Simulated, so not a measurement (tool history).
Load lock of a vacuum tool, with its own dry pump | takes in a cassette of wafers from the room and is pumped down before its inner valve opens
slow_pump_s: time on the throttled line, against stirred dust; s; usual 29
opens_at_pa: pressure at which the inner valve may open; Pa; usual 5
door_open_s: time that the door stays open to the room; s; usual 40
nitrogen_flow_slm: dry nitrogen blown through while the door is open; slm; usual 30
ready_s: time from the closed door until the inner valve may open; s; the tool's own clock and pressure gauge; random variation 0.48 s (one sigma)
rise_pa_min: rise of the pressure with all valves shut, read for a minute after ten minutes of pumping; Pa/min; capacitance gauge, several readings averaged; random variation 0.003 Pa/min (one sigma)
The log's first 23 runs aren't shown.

run,hour,slow_pump_s,opens_at_pa,door_open_s,nitrogen_flow_slm,hours that the pump has run since its overhaul,times that the door has closed on its seal,"incoming humidity of the room's air, %",ready_s,rise_pa_min
24,7945.8,55,8,26,11,1558,49310,47.3,77.8,0.441
25,8393.0,55,8,26,11,2005,50171,47.4,77.8,0.442
26,8595.4,55,8,26,11,2208,50560,44.0,78.4,0.446
27,8957.1,29,5,83,5,2569,51257,44.7,61.3,0.475
28,9287.7,18,6,80,13,2900,51893,45.6,53.9,0.481
29,9536.0,29,7,40,32,3148,52371,47.4,60.9,0.472
30,9982.6,26,5,27,7,3595,53230,45.2,60.0,0.495
31,10408.2,29,8,40,18,4020,54049,42.4,59.9,0.495
32,10806.6,29,8,40,18,4419,54816,45.8,60.2,0.514
33,11147.6,29,8,87,18,4760,55473,46.9,59.5,0.530
34,11528.9,29,8,87,18,5141,56206,45.2,60.6,0.532
35,11949.2,50,6,86,5,5561,57015,48.2,77.1,0.565
36,12309.2,29,5,86,37,5921,57708,47.5,63.1,0.566

3 ways to go on from here, each from the tool as it stands after run 36. What would each give?
A,12765.4,29,5,53,37,6378,58586,44.9,?,?
B,12765.4,29,5,40,5,6378,58586,45.4,?,?
C,12765.4,24,9,40,20,6378,58586,42.9,?,?

run,ready_s,rise_pa_min
A,62.9,0.561
B,63.2,0.580
C,56.9,0.577
Without the tool's hidden state the same runs would have given:
run,ready_s,rise_pa_min
A,61.2,0.013
B,61.4,0.033
C,55.3,0.022
